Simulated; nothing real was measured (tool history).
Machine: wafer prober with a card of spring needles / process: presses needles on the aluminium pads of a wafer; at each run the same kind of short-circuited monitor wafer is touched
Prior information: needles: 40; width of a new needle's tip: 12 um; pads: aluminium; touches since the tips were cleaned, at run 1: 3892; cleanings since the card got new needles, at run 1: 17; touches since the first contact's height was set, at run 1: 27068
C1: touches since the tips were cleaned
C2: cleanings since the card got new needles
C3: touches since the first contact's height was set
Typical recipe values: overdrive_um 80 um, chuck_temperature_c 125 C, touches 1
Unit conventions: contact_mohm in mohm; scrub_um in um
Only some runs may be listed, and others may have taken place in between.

{"run": 1, "hour": 0.0, "overdrive_um": 80, "chuck_temperature_c": 125, "touches": 1, "C1": 3892, "C2": 17, "C3": 27068, "contact_mohm": 130, "scrub_um": 21.91}
{"hour": 8.6, "done": "tips cleaned on abrasive film"}
{"hour": 24.6, "done": "tips cleaned on abrasive film"}
{"run": 2, "hour": 35.0, "overdrive_um": 80, "chuck_temperature_c": 125, "touches": 1, "C1": 6228, "C2": 19, "C3": 47846, "contact_mohm": 133, "scrub_um": 21.88}
{"hour": 40.2, "done": "tips cleaned on abrasive film"}
{"hour": 55.8, "done": "tips cleaned on abrasive film"}
{"run": 3, "hour": 68.5, "overdrive_um": 80, "chuck_temperature_c": 37, "touches": 1, "C1": 7589, "C2": 21, "C3": 67720, "contact_mohm": 117, "scrub_um": 21.86}
{"hour": 71.6, "done": "tips cleaned on abrasive film"}
{"run": 4, "hour": 85.1, "overdrive_um": 80, "chuck_temperature_c": 125, "touches": 1, "C1": 8054, "C2": 22, "C3": 77575, "contact_mohm": 133, "scrub_um": 21.84}
{"hour": 88.4, "done": "tips cleaned on abrasive film"}
{"run": 5, "hour": 102.2, "overdrive_um": 80, "chuck_temperature_c": 125, "touches": 1, "C1": 8235, "C2": 23, "C3": 87728, "contact_mohm": 136, "scrub_um": 21.86}
{"hour": 105.1, "done": "tips cleaned on abrasive film"}
{"hour": 120.3, "done": "tips cleaned on abrasive film"}
{"run": 6, "hour": 120.3, "overdrive_um": 80, "chuck_temperature_c": 125, "touches": 1, "C1": 0, "C2": 25, "C3": 98403, "contact_mohm": 131, "scrub_um": 21.87}
{"hour": 135.7, "done": "tips cleaned on abrasive film"}
{"hour": 150.9, "done": "tips cleaned on abrasive film"}
{"run": 7, "hour": 151.9, "overdrive_um": 80, "chuck_temperature_c": 125, "touches": 1, "C1": 575, "C2": 27, "C3": 117160, "contact_mohm": 132, "scrub_um": 21.89}
{"hour": 165.5, "done": "tips cleaned on abrasive film"}
{"hour": 182.4, "done": "tips cleaned on abrasive film"}
{"hour": 182.7, "done": "height of the first contact set anew"}
{"run": 8, "hour": 185.5, "overdrive_um": 80, "chuck_temperature_c": 125, "touches": 1, "C1": 1632, "C2": 29, "C3": 1632, "contact_mohm": 131, "scrub_um": 21.86}
{"hour": 197.3, "done": "tips cleaned on abrasive film"}
{"run": 9, "hour": 204.7, "overdrive_um": 80, "chuck_temperature_c": 125, "touches": 1, "C1": 4398, "C2": 30, "C3": 13065, "contact_mohm": 134, "scrub_um": 21.84}
{"hour": 211.7, "done": "tips cleaned on abrasive film"}
{"hour": 226.0, "done": "tips cleaned on abrasive film"}
{"run": 10, "hour": 228.5, "overdrive_um": 80, "chuck_temperature_c": 125, "touches": 1, "C1": 1485, "C2": 32, "C3": 27147, "contact_mohm": 130, "scrub_um": 21.91}
{"hour": 240.8, "done": "tips cleaned on abrasive film"}
{"run": 11, "hour": 245.2, "overdrive_um": 66, "chuck_temperature_c": 125, "touches": 1, "C1": 2616, "C2": 33, "C3": 37059, "contact_mohm": 132, "scrub_um": 18.04}
{"hour": 257.4, "done": "tips cleaned on abrasive film"}
{"run": 12, "hour": 270.0, "overdrive_um": 80, "chuck_temperature_c": 125, "touches": 1, "C1": 7502, "C2": 34, "C3": 51789, "contact_mohm": 131, "scrub_um": 21.85}
{"hour": 271.7, "done": "tips cleaned on abrasive film"}
{"hour": 287.5, "done": "tips cleaned on abrasive film"}
{"hour": 302.6, "done": "tips cleaned on abrasive film"}
{"run": 13, "hour": 305.8, "overdrive_um": 80, "chuck_temperature_c": 125, "touches": 1, "C1": 1926, "C2": 37, "C3": 73004, "contact_mohm": 132, "scrub_um": 21.89}
{"hour": 318.8, "done": "tips cleaned on abrasive film"}
{"run": 14, "hour": 326.6, "overdrive_um": 80, "chuck_temperature_c": 125, "touches": 1, "C1": 4627, "C2": 38, "C3": 85355, "contact_mohm": 132, "scrub_um": 21.89}
{"hour": 333.5, "done": "tips cleaned on abrasive film"}
{"run": 15, "hour": 345.8, "overdrive_um": 80, "chuck_temperature_c": 125, "touches": 1, "C1": 7339, "C2": 39, "C3": 96771, "contact_mohm": 130, "scrub_um": 21.86}
{"hour": 351.0, "done": "tips cleaned on abrasive film"}
{"hour": 367.8, "done": "tips cleaned on abrasive film"}
{"hour": 382.5, "done": "tips cleaned on abrasive film"}
{"run": 16, "hour": 382.5, "overdrive_um": 80, "chuck_temperature_c": 116, "touches": 2, "C1": 0, "C2": 42, "C3": 118486, "contact_mohm": 128, "scrub_um": 21.89}
{"hour": 397.0, "done": "tips cleaned on abrasive film"}
{"run": 17, "hour": 405.4, "overdrive_um": 80, "chuck_temperature_c": 116, "touches": 2, "C1": 5006, "C2": 43, "C3": 132110, "contact_mohm": 130, "scrub_um": 21.89}
{"hour": 411.2, "done": "height of the first contact set anew"}
{"hour": 414.0, "done": "tips cleaned on abrasive film"}
{"run": 18, "hour": 424.4, "overdrive_um": 96, "chuck_temperature_c": 53, "touches": 2, "C1": 6214, "C2": 44, "C3": 7832, "contact_mohm": 119, "scrub_um": 26.28}
{"hour": 429.5, "done": "tips cleaned on abrasive film"}
{"hour": 444.8, "done": "tips cleaned on abrasive film"}
{"run": 19, "hour": 450.0, "overdrive_um": 75, "chuck_temperature_c": 30, "touches": 2, "C1": 3110, "C2": 46, "C3": 22995, "contact_mohm": 118, "scrub_um": 20.5}
{"hour": 460.8, "done": "tips cleaned on abrasive film"}
{"hour": 475.6, "done": "tips cleaned on abrasive film"}
{"run": 20, "hour": 480.3, "overdrive_um": 75, "chuck_temperature_c": 30, "touches": 2, "C1": 2856, "C2": 48, "C3": 41006, "contact_mohm": 117, "scrub_um": 20.5}
{"hour": 491.5, "done": "tips cleaned on abrasive film"}
{"run": 21, "hour": 501.4, "overdrive_um": 75, "chuck_temperature_c": 30, "touches": 2, "C1": 5871, "C2": 49, "C3": 53502, "contact_mohm": 117, "scrub_um": 20.52}
{"hour": 507.2, "done": "tips cleaned on abrasive film"}
{"hour": 521.6, "done": "tips cleaned on abrasive film"}
{"run": 22, "hour": 521.6, "overdrive_um": 84, "chuck_temperature_c": 100, "touches": 1, "C1": 0, "C2": 51, "C3": 65471, "contact_mohm": 126, "scrub_um": 22.97}
{"hour": 536.6, "done": "tips cleaned on abrasive film"}
{"run": 23, "hour": 537.0, "overdrive_um": 80, "chuck_temperature_c": 119, "touches": 1, "C1": 236, "C2": 52, "C3": 74579, "contact_mohm": 133, "scrub_um": 21.9}
{"hour": 551.1, "done": "tips cleaned on abrasive film"}
{"run": 24, "hour": 552.6, "overdrive_um": 91, "chuck_temperature_c": 48, "touches": 3, "C1": 849, "C2": 53, "C3": 83818, "contact_mohm": 118, "scrub_um": 24.88}
{"hour": 566.6, "done": "tips cleaned on abrasive film"}
{"run": 25, "hour": 568.4, "overdrive_um": 71, "chuck_temperature_c": 27, "touches": 2, "C1": 1079, "C2": 54, "C3": 93231, "contact_mohm": 115, "scrub_um": 19.41}
{"hour": 581.0, "done": "tips cleaned on abrasive film"}
{"hour": 597.3, "done": "tips cleaned on abrasive film"}
{"run": 26, "hour": 602.5, "overdrive_um": 71, "chuck_temperature_c": 27, "touches": 2, "C1": 3089, "C2": 56, "C3": 113448, "contact_mohm": 117, "scrub_um": 19.41}
{"hour": 614.5, "done": "tips cleaned on abrasive film"}
{"hour": 629.2, "done": "tips cleaned on abrasive film"}
{"run": 27, "hour": 638.9, "overdrive_um": 71, "chuck_temperature_c": 27, "touches": 2, "C1": 5800, "C2": 58, "C3": 135054, "contact_mohm": 118, "scrub_um": 19.38}
{"hour": 641.8, "done": "height of the first contact set anew"}
{"hour": 647.0, "done": "tips cleaned on abrasive film"}
{"run": 28, "hour": 656.2, "overdrive_um": 80, "chuck_temperature_c": 37, "touches": 2, "C1": 5482, "C2": 59, "C3": 8552, "contact_mohm": 120, "scrub_um": 21.87}

Below are 3 alternative next runs, each starting from the tool's condition after run 28. Predict each:
{"hour": 664.5, "done": "tips cleaned on abrasive film"}
{"hour": 680.1, "done": "tips cleaned on abrasive film"}
{"run": "A", "hour": 687.0, "overdrive_um": 80, "chuck_temperature_c": 57, "touches": 1, "C1": 4105, "C2": 61, "C3": 26822, "contact_mohm": "?", "scrub_um": "?"}
{"hour": 664.5, "done": "tips cleaned on abrasive film"}
{"hour": 680.1, "done": "tips cleaned on abrasive film"}
{"run": "B", "hour": 687.0, "overdrive_um": 90, "chuck_temperature_c": 44, "touches": 2, "C1": 4105, "C2": 61, "C3": 26822, "contact_mohm": "?", "scrub_um": "?"}
{"hour": 664.5, "done": "tips cleaned on abrasive film"}
{"hour": 680.1, "done": "tips cleaned on abrasive film"}
{"run": "C", "hour": 687.0, "overdrive_um": 80, "chuck_temperature_c": 37, "touches": 3, "C1": 4105, "C2": 61, "C3": 26822, "contact_mohm": "?", "scrub_um": "?"}

run=A contact_mohm=121 scrub_um=21.9
run=B contact_mohm=118 scrub_um=24.61
run=C contact_mohm=117 scrub_um=21.86
Without the tool's hidden state the same runs would have given:
run=A contact_mohm=120 scrub_um=21.9
run=B contact_mohm=118 scrub_um=24.61
run=C contact_mohm=117 scrub_um=21.86

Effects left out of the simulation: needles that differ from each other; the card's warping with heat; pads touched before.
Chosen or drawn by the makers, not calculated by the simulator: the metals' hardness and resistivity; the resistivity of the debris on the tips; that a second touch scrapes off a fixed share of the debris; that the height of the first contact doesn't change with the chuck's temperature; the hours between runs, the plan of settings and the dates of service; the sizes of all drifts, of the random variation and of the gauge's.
